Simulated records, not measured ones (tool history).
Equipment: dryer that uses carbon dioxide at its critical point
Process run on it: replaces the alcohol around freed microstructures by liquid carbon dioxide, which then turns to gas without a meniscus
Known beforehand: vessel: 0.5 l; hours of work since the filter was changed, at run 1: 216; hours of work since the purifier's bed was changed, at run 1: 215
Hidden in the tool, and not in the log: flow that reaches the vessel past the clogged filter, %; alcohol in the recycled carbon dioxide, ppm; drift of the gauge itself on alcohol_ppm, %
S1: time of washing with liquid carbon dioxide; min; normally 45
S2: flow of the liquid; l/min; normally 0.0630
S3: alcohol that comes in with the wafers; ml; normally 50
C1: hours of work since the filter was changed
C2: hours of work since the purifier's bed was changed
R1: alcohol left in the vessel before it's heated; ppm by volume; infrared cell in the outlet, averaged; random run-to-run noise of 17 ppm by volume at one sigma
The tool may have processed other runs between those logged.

| run | hour | S1 | S2 | S3 | C1 | C2 | R1 |
|---|---|---|---|---|---|---|---|
| 1 | 0.0 | 45 | 0.0630 | 50 | 216 | 215 | 1331 |
| 2 | 14.4 | 45 | 0.0630 | 50 | 223 | 221 | 1326 |
| 3 | 22.1 | 45 | 0.0741 | 50 | 226 | 224 | 605 |
| 4 | 36.4 | 72 | 0.0741 | 50 | 233 | 231 | 65 |
| 5 | 44.7 | 45 | 0.0580 | 50 | 237 | 235 | 1965 |
| 6 | 53.0 | 45 | 0.0580 | 50 | 240 | 238 | 1950 |
| 7 | 63.1 | 45 | 0.0580 | 50 | 245 | 243 | 1947 |
| 8 | 72.7 | 45 | 0.0580 | 50 | 249 | 247 | 1970 |
| 9 | 81.6 | 45 | 0.0788 | 50 | 253 | 251 | 440 |
| 10 | 95.7 | 45 | 0.0630 | 50 | 259 | 258 | 1396 |
| 11 | 107.1 | 45 | 0.0630 | 50 | 265 | 263 | 1407 |
| 12 | 122.9 | 45 | 0.0630 | 50 | 272 | 270 | 1375 |
| 13 | 138.6 | 45 | 0.0630 | 50 | 279 | 277 | 1403 |
| 14 | 149.3 | 45 | 0.0911 | 50 | 284 | 282 | 215 |
| 15 | 159.6 | 45 | 0.0450 | 50 | 288 | 286 | 5111 |
| 16 | 173.8 | 41 | 0.1013 | 53 | 295 | 293 | 207 |
| 17 | 180.2 | 41 | 0.1013 | 53 | 297 | 296 | 206 |
| 18 | 193.2 | 41 | 0.1013 | 53 | 303 | 301 | 202 |
| 19 | 204.3 | 39 | 0.0871 | 33 | 308 | 306 | 384 |
| 20 | 213.7 | 62 | 0.0444 | 62 | 312 | 311 | 2205 |
| 21 | 224.2 | 70 | 0.0444 | 111 | 317 | 315 | 2362 |
| 22 | 234.6 | 29 | 0.0436 | 21 | 322 | 320 | 6507 |
| 23 | 246.9 | 32 | 0.0702 | 107 | 327 | 326 | 7024 |
| 24 | 260.5 | 45 | 0.0410 | 25 | 334 | 332 | 3426 |
| 25 | 267.0 | 71 | 0.0481 | 116 | 336 | 335 | 1531 |
| 26 | 281.3 | 32 | 0.0507 | 116 | 343 | 341 | 20817 |
| 27 | 293.3 | 43 | 0.0630 | 90 | 348 | 346 | 3204 |
| 28 | 308.6 | 51 | 0.0806 | 104 | 355 | 353 | 442 |
| 29 | 319.1 | 58 | 0.0764 | 67 | 360 | 358 | 211 |
| 30 | 331.5 | 58 | 0.0764 | 67 | 365 | 364 | 212 |

Branching from run 30: 3 alternative next runs. What would each branch give?
| A | 340.5 | 51 | 0.0542 | 112 | 369 | 368 | ? |
| B | 340.5 | 58 | 0.0764 | 29 | 369 | 368 | ? |
| C | 340.5 | 53 | 0.0764 | 67 | 369 | 368 | ? |

| run | R1 |
|---|---|
| A | 3847 |
| B | 110 |
| C | 345 |
Had the tool no hidden state, the same runs would have come out as:
| run | R1 |
|---|---|
| A | 2916 |
| B | 44 |
| C | 207 |

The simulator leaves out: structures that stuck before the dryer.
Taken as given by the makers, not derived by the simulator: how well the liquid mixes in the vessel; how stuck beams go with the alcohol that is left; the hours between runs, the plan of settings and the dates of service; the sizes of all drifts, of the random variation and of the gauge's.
